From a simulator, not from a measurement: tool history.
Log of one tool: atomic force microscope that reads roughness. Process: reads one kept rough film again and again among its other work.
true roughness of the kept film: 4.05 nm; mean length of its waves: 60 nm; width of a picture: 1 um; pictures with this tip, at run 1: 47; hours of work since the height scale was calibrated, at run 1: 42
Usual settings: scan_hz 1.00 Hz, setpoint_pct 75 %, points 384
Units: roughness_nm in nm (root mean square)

run     day  scan_hz  setpoint_pct  points  pictures with this tip  hours of work since the height scale was calibrated  roughness_nm
  1   0.000     1.00            75     384                      47                                                   42         3.404
  2   0.300     1.00            75     384                      58                                                   45         3.352
  3   0.554     1.00            75     384                      66                                                   48         3.345
  4   0.800     1.00            75     384                      75                                                   51         3.288
  5   1.279     1.00            75     384                      91                                                   56         3.264
  6   1.546     1.00            75     384                     100                                                   59         3.226
  7   1.950     1.66            75     384                     114                                                   63         3.027
      2.075  -- new tip fitted
  8   2.317     1.66            75     384                       8                                                   67         3.398
  9   2.567     1.66            75     384                      17                                                   70         3.398
 10   3.017     1.00            75     434                      32                                                   75         3.471
 11   3.354     1.00            75     384                      44                                                   79         3.423
 12   3.654     1.00            75     775                      54                                                   82         3.400
 13   4.121     1.42            75     384                      70                                                   87         3.237
 14   4.567     2.09            75     384                      85                                                   92         3.067
 15   4.971     1.00            75     384                      99                                                   97         3.221
 16   5.196     1.00            75     853                     106                                                   99         3.208
      5.538  -- new tip fitted
 17   5.671     1.00            75     856                       5                                                  104         3.612
 18   5.946     1.00            75     856                      14                                                  107         3.572
 19   6.246     1.00            75     856                      24                                                  111         3.544
 20   6.688     1.00            75     384                      39                                                  115         3.450
 21   7.154     0.72            75     384                      55                                                  121         3.475
 22   7.583     0.72            75     384                      70                                                  125         3.386
 23   7.796     3.92            75     384                      77                                                  128         2.821
 24   8.304     3.92            75     384                      94                                                  133         2.754
 25   8.746     0.55            75     384                     109                                                  138         3.315
      8.996  -- new tip fitted
 26   9.167     2.96            75     384                       6                                                  143         3.184
 27   9.479     0.68            70     435                      17                                                  146         3.658
 28   9.929     2.19            70     395                      32                                                  151         3.339
 29  10.346     2.12            65     292                      46                                                  156         3.359
 30  10.579     2.00            75     779                      54                                                  158         3.182
 31  10.992     0.58            84     268                      68                                                  163         3.352
 32  11.475     0.60            75     271                      85                                                  168         3.376
 33  11.838     1.00            61     347                      97                                                  172         3.362
     11.921  -- height scale calibrated on a step standard
 34  12.375     1.52            75     874                     114                                                    5         3.077
     12.479  -- new tip fitted
 35  12.642     1.36            74     654                       5                                                    8         3.538
 36  12.896     1.80            59     654                      14                                                   11         3.653
 37  13.358     1.00            70     384                      30                                                   16         3.545
 38  13.854     2.66            60     315                      46                                                   21         3.393
     14.271  -- height scale calibrated on a step standard, once more
 39  14.388     3.71            57     998                      63                                                    1         3.299
 40  14.708     2.13            72     329                      74                                                    5         3.133
 41  14.942     3.52            62     655                      82                                                    7         3.165
 42  15.300     3.52            62     283                      94                                                   11         3.110
 43  15.775     1.18            84     336                     110                                                   17         3.018
     15.979  -- new tip fitted
 44  16.254     1.00            75     294                       9                                                   22         3.544
 45  16.642     0.70            75     897                      22                                                   26         3.616
 46  17.012     0.70            75     311                      35                                                   30         3.561
 47  17.433     0.82            56     311                      49                                                   35         3.567
 48  17.642     1.88            56     311                      56                                                   37         3.462
 49  17.962     1.88            66     286                      67                                                   41         3.304
 50  18.238     1.88            66     286                      76                                                   44         3.291
 51  18.446     1.88            66     286                      84                                                   46         3.250
 52  18.833     1.88            66     286                      97                                                   50         3.212

Forecast each of these 4 alternatives for the next run:
  A  19.188     3.99            79     576                     109                                                   54             ?
  B  19.188     1.00            75     740                     109                                                   54             ?
  C  19.188     2.75            66     438                     109                                                   54             ?
  D  19.188     1.00            82     384                     109                                                   54             ?

run  roughness_nm
  A         2.573
  B         3.191
  C         3.041
  D         3.105
Without the tool's hidden state the same runs would have given:
run  roughness_nm
  A         2.918
  B         3.618
  C         3.448
  D         3.521
